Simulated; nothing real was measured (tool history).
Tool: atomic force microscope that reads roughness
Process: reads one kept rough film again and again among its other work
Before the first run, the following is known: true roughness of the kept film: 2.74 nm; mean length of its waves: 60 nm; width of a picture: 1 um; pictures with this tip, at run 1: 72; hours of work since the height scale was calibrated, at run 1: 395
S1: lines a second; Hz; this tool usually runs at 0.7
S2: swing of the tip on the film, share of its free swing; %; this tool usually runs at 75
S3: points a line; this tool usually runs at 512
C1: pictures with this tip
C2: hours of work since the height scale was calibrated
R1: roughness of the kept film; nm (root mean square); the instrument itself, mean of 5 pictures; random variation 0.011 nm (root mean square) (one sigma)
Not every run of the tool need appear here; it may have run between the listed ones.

{"run": 1, "hour": 0.0, "S1": 0.7, "S2": 75, "S3": 512, "C1": 72, "C2": 395, "R1": 2.617}
{"run": 2, "hour": 17.5, "S1": 0.7, "S2": 75, "S3": 512, "C1": 96, "C2": 406, "R1": 2.597}
{"run": 3, "hour": 33.5, "S1": 0.7, "S2": 75, "S3": 512, "C1": 118, "C2": 416, "R1": 2.611}
{"run": 4, "hour": 50.7, "S1": 0.7, "S2": 75, "S3": 512, "C1": 142, "C2": 427, "R1": 2.594}
{"run": 5, "hour": 67.5, "S1": 0.7, "S2": 75, "S3": 512, "C1": 165, "C2": 437, "R1": 2.605}
{"run": 6, "hour": 85.9, "S1": 0.7, "S2": 75, "S3": 512, "C1": 190, "C2": 449, "R1": 2.598}
{"run": 7, "hour": 96.3, "S1": 0.7, "S2": 75, "S3": 512, "C1": 204, "C2": 455, "R1": 2.601}
{"run": 8, "hour": 109.4, "S1": 0.7, "S2": 75, "S3": 512, "C1": 222, "C2": 464, "R1": 2.611}
{"run": 9, "hour": 119.5, "S1": 1.05, "S2": 75, "S3": 512, "C1": 236, "C2": 470, "R1": 2.577}
{"run": 10, "hour": 133.6, "S1": 1.05, "S2": 75, "S3": 512, "C1": 256, "C2": 479, "R1": 2.564}
{"run": 11, "hour": 143.3, "S1": 0.7, "S2": 70, "S3": 512, "C1": 269, "C2": 485, "R1": 2.623}
{"run": 12, "hour": 152.0, "S1": 3.829, "S2": 75, "S3": 512, "C1": 281, "C2": 490, "R1": 2.317}
{"hour": 165.9, "done": "new tip fitted"}
{"run": 13, "hour": 168.5, "S1": 3.829, "S2": 75, "S3": 512, "C1": 3, "C2": 500, "R1": 2.318}
{"run": 14, "hour": 186.6, "S1": 0.7, "S2": 75, "S3": 512, "C1": 28, "C2": 512, "R1": 2.596}
{"run": 15, "hour": 199.0, "S1": 0.7, "S2": 75, "S3": 512, "C1": 45, "C2": 519, "R1": 2.621}
{"run": 16, "hour": 214.8, "S1": 0.7, "S2": 75, "S3": 512, "C1": 67, "C2": 529, "R1": 2.609}
{"run": 17, "hour": 226.8, "S1": 1.658, "S2": 75, "S3": 709, "C1": 84, "C2": 537, "R1": 2.486}
{"run": 18, "hour": 236.0, "S1": 1.577, "S2": 60, "S3": 709, "C1": 96, "C2": 543, "R1": 2.601}
{"run": 19, "hour": 249.2, "S1": 0.954, "S2": 71, "S3": 709, "C1": 115, "C2": 551, "R1": 2.597}
{"run": 20, "hour": 264.7, "S1": 2.528, "S2": 59, "S3": 709, "C1": 136, "C2": 561, "R1": 2.563}
{"run": 21, "hour": 278.4, "S1": 0.7, "S2": 75, "S3": 336, "C1": 155, "C2": 569, "R1": 2.599}
{"run": 22, "hour": 286.0, "S1": 0.7, "S2": 72, "S3": 368, "C1": 165, "C2": 574, "R1": 2.609}
{"run": 23, "hour": 304.4, "S1": 0.7, "S2": 89, "S3": 368, "C1": 191, "C2": 585, "R1": 2.507}
{"run": 24, "hour": 313.8, "S1": 0.7, "S2": 89, "S3": 368, "C1": 204, "C2": 591, "R1": 2.523}
{"run": 25, "hour": 329.4, "S1": 0.7, "S2": 74, "S3": 271, "C1": 225, "C2": 601, "R1": 2.616}
{"run": 26, "hour": 345.3, "S1": 0.7, "S2": 84, "S3": 271, "C1": 247, "C2": 611, "R1": 2.558}
{"run": 27, "hour": 358.2, "S1": 0.895, "S2": 81, "S3": 678, "C1": 265, "C2": 619, "R1": 2.551}
{"run": 28, "hour": 368.9, "S1": 1.506, "S2": 75, "S3": 512, "C1": 280, "C2": 626, "R1": 2.507}
{"hour": 384.6, "done": "new tip fitted"}
{"run": 29, "hour": 386.7, "S1": 1.506, "S2": 75, "S3": 512, "C1": 2, "C2": 637, "R1": 2.521}
{"run": 30, "hour": 395.6, "S1": 0.7, "S2": 57, "S3": 512, "C1": 15, "C2": 642, "R1": 2.654}
{"run": 31, "hour": 406.5, "S1": 0.7, "S2": 57, "S3": 512, "C1": 30, "C2": 649, "R1": 2.663}

What differs in the tool's unlogged condition from the final listed run ahead of each entry between runs to the first listed run following it?
Between runs 12 and 13: new tip fitted (hour 165.9)
  radius of the tip, nm: 8 -> 7
Between runs 28 and 29: new tip fitted (hour 384.6)
  radius of the tip, nm: 8 -> 7
